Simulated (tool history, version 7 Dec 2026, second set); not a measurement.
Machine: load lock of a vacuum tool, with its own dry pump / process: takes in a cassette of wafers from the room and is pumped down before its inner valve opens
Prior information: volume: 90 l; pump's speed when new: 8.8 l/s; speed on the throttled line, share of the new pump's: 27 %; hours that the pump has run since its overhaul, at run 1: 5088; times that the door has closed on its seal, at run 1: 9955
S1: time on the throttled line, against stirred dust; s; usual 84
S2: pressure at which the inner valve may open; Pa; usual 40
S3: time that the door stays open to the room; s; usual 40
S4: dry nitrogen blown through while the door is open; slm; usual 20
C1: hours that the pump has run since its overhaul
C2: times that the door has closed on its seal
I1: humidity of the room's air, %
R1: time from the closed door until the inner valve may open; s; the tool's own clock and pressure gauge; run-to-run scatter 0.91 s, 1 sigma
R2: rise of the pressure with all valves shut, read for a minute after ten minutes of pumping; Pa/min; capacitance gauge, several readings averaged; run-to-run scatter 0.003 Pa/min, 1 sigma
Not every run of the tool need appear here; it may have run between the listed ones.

| run | hour | S1 | S2 | S3 | S4 | C1 | C2 | I1 | R1 | R2 |
|---|---|---|---|---|---|---|---|---|---|---|
| 1 | 0 | 84 | 40 | 40 | 20 | 5088 | 9955 | 47.8 | 145.8 | 0.04 |
| 2 | 138.2 | 114 | 40 | 40 | 20 | 5226 | 10258 | 42.7 | 169.8 | 0.044 |
| 3 | 274.8 | 84 | 40 | 40 | 20 | 5363 | 10558 | 44.6 | 147.9 | 0.039 |
| 4 | 396.4 | 84 | 40 | 130 | 20 | 5485 | 10824 | 45.4 | 147.5 | 0.053 |
| 5 | 515.5 | 84 | 40 | 40 | 20 | 5604 | 11086 | 39.6 | 147.3 | 0.043 |
| 6 | 662.9 | 84 | 40 | 40 | 20 | 5751 | 11409 | 47.7 | 147.1 | 0.041 |
| 7 | 752.8 | 84 | 40 | 40 | 10 | 5841 | 11606 | 43.7 | 147.8 | 0.047 |
| 8 | 862.6 | 84 | 47 | 40 | 10 | 5951 | 11847 | 44.9 | 146.9 | 0.051 |
| 9 | 951.9 | 84 | 63 | 40 | 20 | 6040 | 12043 | 47.2 | 143.4 | 0.047 |
| 10 | 1016.9 | 84 | 63 | 40 | 20 | 6105 | 12185 | 45.4 | 142.2 | 0.046 |
| 11 | 1142.3 | 84 | 63 | 40 | 20 | 6230 | 12461 | 43.1 | 143.9 | 0.043 |
| 12 | 1239.8 | 84 | 73 | 40 | 20 | 6328 | 12675 | 43.4 | 142.1 | 0.054 |
| 13 | 1334 | 84 | 73 | 40 | 20 | 6422 | 12881 | 44.9 | 142.3 | 0.046 |
| 14 | 1464.6 | 84 | 73 | 40 | 20 | 6553 | 13168 | 45.3 | 141.3 | 0.044 |
| 15 | 1581 | 84 | 73 | 40 | 20 | 6669 | 13423 | 43 | 141.5 | 0.051 |
| 16 | 1696.7 | 84 | 73 | 40 | 20 | 6785 | 13677 | 47.1 | 142.5 | 0.052 |
| 17 | 1765.9 | 84 | 36 | 40 | 20 | 6854 | 13829 | 45.5 | 150 | 0.054 |
| 18 | 1897.1 | 84 | 36 | 40 | 20 | 6985 | 14116 | 43.2 | 149.2 | 0.05 |
| 19 | 2048 | 84 | 36 | 40 | 20 | 7136 | 14447 | 45.2 | 150.8 | 0.054 |
| 20 | 2145.8 | 91 | 73 | 40 | 20 | 7234 | 14662 | 45.9 | 146.6 | 0.058 |
| 21 | 2230.3 | 84 | 46 | 40 | 21 | 7318 | 14847 | 43.7 | 148.8 | 0.06 |
| 22 | 2314.6 | 84 | 46 | 40 | 21 | 7403 | 15032 | 43.8 | 146.4 | 0.058 |
| 23 | 2380.7 | 84 | 46 | 40 | 21 | 7469 | 15177 | 43.4 | 147.9 | 0.058 |
| 24 | 2525.8 | 76 | 40 | 40 | 14 | 7614 | 15495 | 45.9 | 143.2 | 0.07 |
| 25 | 2672 | 79 | 71 | 40 | 20 | 7760 | 15816 | 44.2 | 139.3 | 0.06 |
| 26 | 2785.9 | 79 | 54 | 86 | 5 | 7874 | 16066 | 45.2 | 144 | 0.082 |
| 27 | 2848.9 | 79 | 54 | 86 | 5 | 7937 | 16204 | 47.6 | 142.5 | 0.087 |
| 28 | 2936 | 79 | 54 | 86 | 5 | 8024 | 16395 | 45.3 | 143.7 | 0.085 |
| 29 | 3034.2 | 79 | 54 | 86 | 5 | 8122 | 16611 | 43.9 | 144.6 | 0.081 |
| 30 | 3159.9 | 84 | 44 | 222 | 8 | 8248 | 16886 | 45.9 | 147.1 | 0.107 |
| 31 | 3262.6 | 47 | 41 | 45 | 8 | 8351 | 17112 | 46 | 124.1 | 0.074 |
| 32 | 3405.4 | 57 | 39 | 34 | 25 | 8494 | 17425 | 42.3 | 132 | 0.071 |
| 33 | 3484.6 | 57 | 39 | 34 | 25 | 8573 | 17599 | 43.5 | 132.4 | 0.062 |
| 34 | 3633.3 | 57 | 39 | 34 | 25 | 8721 | 17925 | 45.8 | 131.7 | 0.071 |
| 35 | 3728.1 | 57 | 39 | 34 | 25 | 8816 | 18133 | 43.8 | 132.5 | 0.069 |
| 36 | 3840.6 | 57 | 39 | 34 | 25 | 8929 | 18379 | 44.1 | 132.6 | 0.075 |

3 options for the next run, each taken on its own from the tool as it stands now. Forecast them:
| A | 3961 | 84 | 40 | 92 | 20 | 9049 | 18644 | 44.4 | ? | ? |
| B | 3961 | 76 | 50 | 40 | 29 | 9049 | 18644 | 46 | ? | ? |
| C | 3961 | 57 | 39 | 109 | 25 | 9049 | 18644 | 47.8 | ? | ? |

| run | R1 | R2 |
|---|---|---|
| A | 151.5 | 0.079 |
| B | 142.9 | 0.074 |
| C | 134.3 | 0.086 |
Take away the tool's hidden state, keep each run's random variation, and the runs would have read:
| run | R1 | R2 |
|---|---|---|
| A | 143 | 0.012 |
| B | 134.4 | 0.008 |
| C | 124.6 | 0.018 |
